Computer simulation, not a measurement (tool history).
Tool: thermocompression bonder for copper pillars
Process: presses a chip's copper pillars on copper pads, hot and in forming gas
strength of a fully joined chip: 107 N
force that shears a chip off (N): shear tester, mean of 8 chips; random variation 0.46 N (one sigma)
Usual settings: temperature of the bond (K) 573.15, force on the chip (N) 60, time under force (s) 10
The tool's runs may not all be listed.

run   hour  temperature of the bond (K)  force on the chip (N)  time under force (s)  force that shears a chip off (N)
  1      0                       573.15                     60                    10                              56.6
  2    9.1                       573.15                     60                    10                              57.2
  3   17.1                       573.15                     60                    10                              58.7
  4   25.6                       573.15                     60                    10                              57.5
  5   33.3                       573.15                     60                    10                              57.6
  6   40.4                       574.15                     60                    10                              57.9
  7   45.7                       574.15                     60                    10                              57.9
  8   53.6                       574.15                     60                    10                              58.7
  9   60.1                       573.15                     86                    10                              77.6
 10   66.8                       573.15                     86                    10                              77.9
 11   74.9                       589.15                     44                    10                              47.4
 12     80                       589.15                     85                     7                              77.3
 13   87.9                       589.15                     85                     7                              76.8
 14   94.5                       569.15                     62                    10                              57.5
 15   99.7                       587.15                     60                    10                              63.6
 16  103.9                       587.15                     39                    10                              41.7
 17  110.5                       587.15                     39                    10                              41.2
 18    119                       570.15                     60                    12                              59.6
 19  127.2                       570.15                     63                    24                              76.2

3 ways to go on from here, each from the tool as it stands after run 19. What would each give?
  A  131.6                       551.15                     39                    11                                 ?
  B  131.6                       570.15                     42                    24                                 ?
  C  131.6                       556.15                     62                    10                                 ?

run  force that shears a chip off (N)
  A                              30.3
  B                              53.9
  C                              51.3
Without the tool's hidden state the same runs would have given:
run  force that shears a chip off (N)
  A                              30.2
  B                              53.8
  C                              51.1

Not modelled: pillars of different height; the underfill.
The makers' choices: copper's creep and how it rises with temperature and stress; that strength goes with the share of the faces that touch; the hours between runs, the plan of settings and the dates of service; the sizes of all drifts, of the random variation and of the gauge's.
